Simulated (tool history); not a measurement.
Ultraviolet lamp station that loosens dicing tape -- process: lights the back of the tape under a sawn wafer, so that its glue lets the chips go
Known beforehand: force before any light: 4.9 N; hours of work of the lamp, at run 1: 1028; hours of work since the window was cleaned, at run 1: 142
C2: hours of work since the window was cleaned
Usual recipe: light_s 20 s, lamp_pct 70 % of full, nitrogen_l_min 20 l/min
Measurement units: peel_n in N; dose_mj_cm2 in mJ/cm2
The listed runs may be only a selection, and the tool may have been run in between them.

{"run": 1, "hour": 0.0, "light_s": 20, "lamp_pct": 70, "nitrogen_l_min": 20, "hours of work of the lamp": 1028, "C2": 142, "peel_n": 0.49, "dose_mj_cm2": 245}
{"run": 2, "hour": 22.5, "light_s": 20, "lamp_pct": 70, "nitrogen_l_min": 20, "hours of work of the lamp": 1045, "C2": 160, "peel_n": 0.503, "dose_mj_cm2": 240}
{"run": 3, "hour": 47.0, "light_s": 17, "lamp_pct": 70, "nitrogen_l_min": 20, "hours of work of the lamp": 1064, "C2": 179, "peel_n": 0.672, "dose_mj_cm2": 207}
{"run": 4, "hour": 65.8, "light_s": 17, "lamp_pct": 70, "nitrogen_l_min": 20, "hours of work of the lamp": 1079, "C2": 193, "peel_n": 0.647, "dose_mj_cm2": 207}
{"run": 5, "hour": 96.9, "light_s": 17, "lamp_pct": 70, "nitrogen_l_min": 20, "hours of work of the lamp": 1103, "C2": 218, "peel_n": 0.654, "dose_mj_cm2": 209}
{"run": 6, "hour": 119.7, "light_s": 20, "lamp_pct": 70, "nitrogen_l_min": 20, "hours of work of the lamp": 1121, "C2": 235, "peel_n": 0.502, "dose_mj_cm2": 245}
{"run": 7, "hour": 152.0, "light_s": 20, "lamp_pct": 70, "nitrogen_l_min": 36, "hours of work of the lamp": 1146, "C2": 261, "peel_n": 0.426, "dose_mj_cm2": 239}
{"run": 8, "hour": 173.3, "light_s": 20, "lamp_pct": 70, "nitrogen_l_min": 14, "hours of work of the lamp": 1163, "C2": 277, "peel_n": 0.57, "dose_mj_cm2": 243}
{"run": 9, "hour": 203.8, "light_s": 20, "lamp_pct": 70, "nitrogen_l_min": 14, "hours of work of the lamp": 1186, "C2": 301, "peel_n": 0.544, "dose_mj_cm2": 241}

Predict the results of run 10:
{"run": 10, "hour": 222.6, "light_s": 20, "lamp_pct": 70, "nitrogen_l_min": 14, "hours of work of the lamp": 1201, "C2": 315, "peel_n": "?", "dose_mj_cm2": "?"}

{"run 10": {"peel_n": 0.567, "dose_mj_cm2": 244}}
Had the tool carried no hidden state, the very same run would have given peel_n 0.564 N, dose_mj_cm2 244 mJ/cm2.
